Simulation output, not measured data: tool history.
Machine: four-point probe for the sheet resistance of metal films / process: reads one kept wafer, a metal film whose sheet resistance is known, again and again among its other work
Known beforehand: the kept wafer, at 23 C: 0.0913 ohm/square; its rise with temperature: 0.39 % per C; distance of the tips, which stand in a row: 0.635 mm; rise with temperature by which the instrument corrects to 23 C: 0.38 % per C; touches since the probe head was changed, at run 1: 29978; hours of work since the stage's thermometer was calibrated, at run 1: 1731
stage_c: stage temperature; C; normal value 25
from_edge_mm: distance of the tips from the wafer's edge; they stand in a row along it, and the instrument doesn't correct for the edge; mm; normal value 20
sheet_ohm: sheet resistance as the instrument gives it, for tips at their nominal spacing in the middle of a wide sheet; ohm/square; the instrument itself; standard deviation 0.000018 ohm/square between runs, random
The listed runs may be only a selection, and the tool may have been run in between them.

run,hour,stage_c,from_edge_mm,touches since the probe head was changed,hours of work since the stage's thermometer was calibrated,sheet_ohm
1,0.0,25,20,29978,1731,0.092037
2,8.8,25,9,30423,1738,0.092193
3,20.9,25,20,31034,1747,0.092019
4,33.6,25,20,31680,1757,0.092008
5,42.0,25,20,32105,1764,0.092033
6,60.7,25,20,33050,1778,0.092042
7,74.9,28,20,33770,1790,0.092052
8,85.5,25,6,34305,1798,0.092554
9,93.7,25,6,34723,1804,0.092548
10,103.9,25,6,35240,1812,0.092595
11,115.1,25,5,35806,1821,0.092824
12,123.8,25,5,36245,1828,0.092783
13,137.4,19,20,36933,1839,0.092050
14,146.2,19,20,37380,1845,0.092050
# hour 148.6: stage's thermometer calibrated
15,159.8,25,20,38042,9,0.092190
16,172.8,25,20,38700,19,0.092153
17,191.2,23,20,39633,33,0.092161
18,211.5,23,20,40662,49,0.092173
19,222.6,23,20,41222,58,0.092206
20,240.5,23,20,42128,72,0.092212
# hour 250.8: stage's thermometer calibrated, once more
21,256.9,23,20,42931,5,0.091926
22,271.2,32,20,43655,16,0.092004
23,289.3,25,18,44571,30,0.091970
24,299.3,23,7,45081,38,0.092336
25,310.9,26,21,45666,47,0.091965
26,323.8,25,26,46320,57,0.091972
27,336.0,26,4,46935,67,0.093185
28,347.3,26,4,47511,76,0.093201
29,366.3,26,13,48473,90,0.092076
30,384.1,26,13,49372,104,0.092097
31,398.6,26,13,50106,116,0.092075
32,418.3,30,25,51102,131,0.092035
33,432.8,30,25,51835,142,0.092050
34,450.4,20,12,52729,156,0.092096
35,462.2,23,40,53324,166,0.091978
36,472.2,21,65,53834,173,0.091965
37,481.6,25,20,54306,181,0.092062
38,496.4,23,3,55055,192,0.094140
39,516.3,24,24,56063,208,0.092018
40,536.8,28,20,57104,224,0.092074
41,548.3,25,5,57685,233,0.092830
42,560.0,25,5,58275,242,0.092853
43,573.2,18,5,58943,252,0.092825
44,584.8,18,5,59530,262,0.092809
45,602.9,22,3,60448,276,0.094194

Difference, measured minus no-hidden-state, one row per run. Run-to-run variation is common to both terms; the gauge's own scatter need not be:
The tool's hidden condition here consists of: inner tips' distance over the nominal, %; tips' flats over new ones', %; wafer's true temperature over the reading, C; drift of the gauge itself on sheet_ohm, %.
run,sheet_ohm
1,+0.000665
2,+0.000670
3,+0.000673
4,+0.000678
5,+0.000681
6,+0.000689
7,+0.000692
8,+0.000702
9,+0.000705
10,+0.000709
11,+0.000714
12,+0.000717
13,+0.000721
14,+0.000725
15,+0.000805
16,+0.000810
17,+0.000818
18,+0.000826
19,+0.000830
20,+0.000837
21,+0.000602
22,+0.000606
23,+0.000613
24,+0.000619
25,+0.000621
26,+0.000627
27,+0.000639
28,+0.000643
29,+0.000643
30,+0.000650
31,+0.000655
32,+0.000661
33,+0.000667
34,+0.000675
35,+0.000678
36,+0.000681
37,+0.000685
38,+0.000705
39,+0.000698
40,+0.000706
41,+0.000716
42,+0.000720
43,+0.000727
44,+0.000731
45,+0.000748
